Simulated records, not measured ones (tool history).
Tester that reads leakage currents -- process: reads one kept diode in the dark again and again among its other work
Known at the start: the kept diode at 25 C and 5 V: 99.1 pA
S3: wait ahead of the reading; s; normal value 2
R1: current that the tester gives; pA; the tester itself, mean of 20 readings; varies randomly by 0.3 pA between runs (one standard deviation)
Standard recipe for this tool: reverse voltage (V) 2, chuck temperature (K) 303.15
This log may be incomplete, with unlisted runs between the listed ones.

run 1 hour=0 | reverse_voltage_(V)=2 chuck_temperature_(K)=303.15 S3=2 | R1=99.14
run 2 hour=247.7 | reverse_voltage_(V)=2 chuck_temperature_(K)=303.15 S3=2 | R1=97.81
run 3 hour=523.2 | reverse_voltage_(V)=6.53 chuck_temperature_(K)=303.15 S3=2 | R1=166.47
run 4 hour=740.8 | reverse_voltage_(V)=6.53 chuck_temperature_(K)=303.15 S3=2 | R1=165.4
run 5 hour=891.1 | reverse_voltage_(V)=6.53 chuck_temperature_(K)=303.15 S3=2 | R1=164.81
run 6 hour=1149.2 | reverse_voltage_(V)=6.53 chuck_temperature_(K)=303.15 S3=2 | R1=162.71
run 7 hour=1383.2 | reverse_voltage_(V)=2 chuck_temperature_(K)=309.15 S3=2 | R1=147.66
run 8 hour=1641.4 | reverse_voltage_(V)=2 chuck_temperature_(K)=303.15 S3=0.64 | R1=93.8
-- hour=1736.1 probe card cleaned and baked
run 9 hour=1778.6 | reverse_voltage_(V)=2 chuck_temperature_(K)=303.15 S3=2 | R1=90.78
-- hour=1861.9 tester calibrated
run 10 hour=2011.8 | reverse_voltage_(V)=2 chuck_temperature_(K)=303.15 S3=2 | R1=87.46
run 11 hour=2292.6 | reverse_voltage_(V)=2 chuck_temperature_(K)=303.15 S3=2 | R1=87.34
run 12 hour=2454.4 | reverse_voltage_(V)=2 chuck_temperature_(K)=303.15 S3=2 | R1=86.14
-- hour=2596.3 chuck's temperature calibrated
run 13 hour=2683.2 | reverse_voltage_(V)=1.43 chuck_temperature_(K)=303.15 S3=2 | R1=85.35
run 14 hour=2911.6 | reverse_voltage_(V)=1.43 chuck_temperature_(K)=303.15 S3=2 | R1=84.4
run 15 hour=3063.8 | reverse_voltage_(V)=1.43 chuck_temperature_(K)=303.15 S3=2 | R1=83.94
run 16 hour=3298.3 | reverse_voltage_(V)=1.43 chuck_temperature_(K)=303.15 S3=2 | R1=83.14
run 17 hour=3502.7 | reverse_voltage_(V)=1.78 chuck_temperature_(K)=303.15 S3=3.62 | R1=90.83
run 18 hour=3681 | reverse_voltage_(V)=3.33 chuck_temperature_(K)=303.15 S3=2 | R1=119.31
run 19 hour=3837.3 | reverse_voltage_(V)=7.22 chuck_temperature_(K)=303.15 S3=2 | R1=167.87
run 20 hour=4091.2 | reverse_voltage_(V)=19.18 chuck_temperature_(K)=306.15 S3=3.45 | R1=325.04
run 21 hour=4350.9 | reverse_voltage_(V)=2.84 chuck_temperature_(K)=319.15 S3=0.61 | R1=353.14
run 22 hour=4631.3 | reverse_voltage_(V)=3.64 chuck_temperature_(K)=294.15 S3=0.61 | R1=59.63
run 23 hour=4900.8 | reverse_voltage_(V)=1.39 chuck_temperature_(K)=325.15 S3=1.29 | R1=384.21
run 24 hour=5023.3 | reverse_voltage_(V)=2 chuck_temperature_(K)=307.15 S3=2 | R1=123.66
run 25 hour=5240.9 | reverse_voltage_(V)=2.05 chuck_temperature_(K)=303.15 S3=3.22 | R1=90.95
run 26 hour=5524.5 | reverse_voltage_(V)=2.05 chuck_temperature_(K)=303.15 S3=3.22 | R1=90.26
run 27 hour=5718 | reverse_voltage_(V)=16.21 chuck_temperature_(K)=293.15 S3=2 | R1=107.72
-- hour=5767.8 chuck's temperature calibrated
run 28 hour=5853.7 | reverse_voltage_(V)=16.21 chuck_temperature_(K)=293.15 S3=2 | R1=121.23
run 29 hour=5997.7 | reverse_voltage_(V)=3.26 chuck_temperature_(K)=324.15 S3=2.09 | R1=561.66
run 30 hour=6265.3 | reverse_voltage_(V)=3.26 chuck_temperature_(K)=324.15 S3=2.09 | R1=553.78
run 31 hour=6533.8 | reverse_voltage_(V)=3.26 chuck_temperature_(K)=309.15 S3=0.56 | R1=190.38
run 32 hour=6740.1 | reverse_voltage_(V)=2 chuck_temperature_(K)=298.15 S3=0.88 | R1=65.95

Difference, measured minus no-hidden-state, one row per run. Run-to-run variation is common to both terms; the gauge's own scatter need not be:
What the log doesn't record here: stray current of the dirty probe card, pA a volt; current scale over the true one, %; true chuck temperature over the reading, C; drift of the gauge itself on leakage_pa, %.
run=1 R1=+0.5
run=2 R1=-0.4
run=3 R1=+0.67
run=4 R1=-0.55
run=5 R1=-1.39
run=6 R1=-2.82
run=7 R1=-7.9
run=8 R1=-5.47
run=9 R1=-8.18
run=10 R1=-10.85
run=11 R1=-11.85
run=12 R1=-12.25
run=13 R1=+0.15
run=14 R1=-0.56
run=15 R1=-1.04
run=16 R1=-1.73
run=17 R1=-2.54
run=18 R1=-3.82
run=19 R1=-5.44
run=20 R1=-10.95
run=21 R1=-19.92
run=22 R1=-3.46
run=23 R1=-29.42
run=24 R1=-10.79
run=25 R1=-8.64
run=26 R1=-9.59
run=27 R1=-4.45
run=28 R1=+9.26
run=29 R1=+0.19
run=30 R1=-4.58
run=31 R1=-2.49
run=32 R1=-1.01

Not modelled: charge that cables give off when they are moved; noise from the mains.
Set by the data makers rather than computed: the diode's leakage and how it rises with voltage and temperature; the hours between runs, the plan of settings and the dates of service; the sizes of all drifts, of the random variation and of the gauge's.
